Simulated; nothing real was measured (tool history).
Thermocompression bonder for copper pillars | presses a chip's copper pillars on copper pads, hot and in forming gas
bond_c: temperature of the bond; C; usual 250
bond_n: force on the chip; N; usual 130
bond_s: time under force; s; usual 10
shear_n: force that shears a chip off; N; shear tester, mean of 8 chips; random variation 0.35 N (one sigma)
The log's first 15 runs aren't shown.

run,hour,bond_c,bond_n,bond_s,hours of work since the heater was calibrated,hours of work since the force cell was calibrated,hours of work since the gas filter was changed,shear_n
16,204.6,250,104,10,349,131,406,73.3
17,214.7,225,113,7,355,136,412,47.2
18,226.0,225,189,28,361,143,418,114.1
19,243.7,250,130,5,371,152,428,70.7
20,257.7,224,184,18,379,160,436,100.4
21,268.0,224,184,18,385,166,441,99.8
22,278.4,250,130,9,390,172,447,85.4
23,293.7,258,164,13,399,180,456,117.4
24,301.7,250,93,13,403,185,460,72.5
25,313.1,247,173,10,409,191,466,104.1
# hour 319.3: forming gas filter changed
26,326.9,249,114,14,417,198,4,96.1
27,341.8,249,114,14,425,206,12,96.8
28,353.0,220,125,6,431,213,19,50.6
29,364.7,220,125,6,438,219,25,50.6
30,380.2,261,181,6,446,228,34,118.8
31,388.9,222,130,8,451,232,39,61.0
32,404.7,276,87,5,460,241,47,76.3

4 ways to go on from here, each from the tool as it stands after run 32. What would each give?
A,414.4,235,87,12,465,247,53,?
B,414.4,250,152,14,465,247,53,?
C,414.4,278,130,10,465,247,53,?
D,414.4,231,99,13,465,247,53,?

run,shear_n
A,59.2
B,118.9
C,127.1
D,64.5
Without the tool's hidden state the same runs would have given:
run,shear_n
A,53.7
B,113.0
C,122.3
D,58.6
